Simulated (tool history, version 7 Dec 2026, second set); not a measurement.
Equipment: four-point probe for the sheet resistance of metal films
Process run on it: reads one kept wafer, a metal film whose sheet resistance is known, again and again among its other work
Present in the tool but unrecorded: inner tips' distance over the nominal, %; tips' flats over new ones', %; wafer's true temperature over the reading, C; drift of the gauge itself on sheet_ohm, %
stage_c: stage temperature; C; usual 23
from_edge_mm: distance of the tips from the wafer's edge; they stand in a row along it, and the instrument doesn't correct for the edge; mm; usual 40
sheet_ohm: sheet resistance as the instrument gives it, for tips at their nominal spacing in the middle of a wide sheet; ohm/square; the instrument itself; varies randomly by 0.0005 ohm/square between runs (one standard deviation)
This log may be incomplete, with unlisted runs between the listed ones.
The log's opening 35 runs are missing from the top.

run     day  stage_c  from_edge_mm  touches since the probe head was changed  hours of work since the stage's thermometer was calibrated  sheet_ohm
 36  31.083       19            40                                     28210                                                        1387   2.509874
 37  32.204       20            17                                     28643                                                        1399    2.51452
 38  32.917       24             4                                     28919                                                        1407   2.626954
 39  33.646       22             3                                     29201                                                        1415   2.719593
 40  34.842       22             3                                     29663                                                        1428   2.720915
 41    35.9       22            18                                     30072                                                        1440   2.509707
 42  36.875       22            18                                     30449                                                        1450   2.508252
 43  37.954       23            13                                     30865                                                        1462   2.513781
 44  38.692       35            18                                     31150                                                        1470   2.485404
 45  39.325       31            22                                     31395                                                        1477   2.490161

Forecast each of these 3 alternatives for the next run:
  A  39.979       24             7                                     31648                                                        1484          ?
  B  39.979       18             5                                     31648                                                        1484          ?
  C  39.979       25            25                                     31648                                                        1484          ?

run  sheet_ohm
  A   2.542376
  B   2.593494
  C   2.499576
What these runs would have given with no unlogged condition in the tool:
run  sheet_ohm
  A   2.551926
  B   2.603195
  C   2.508984
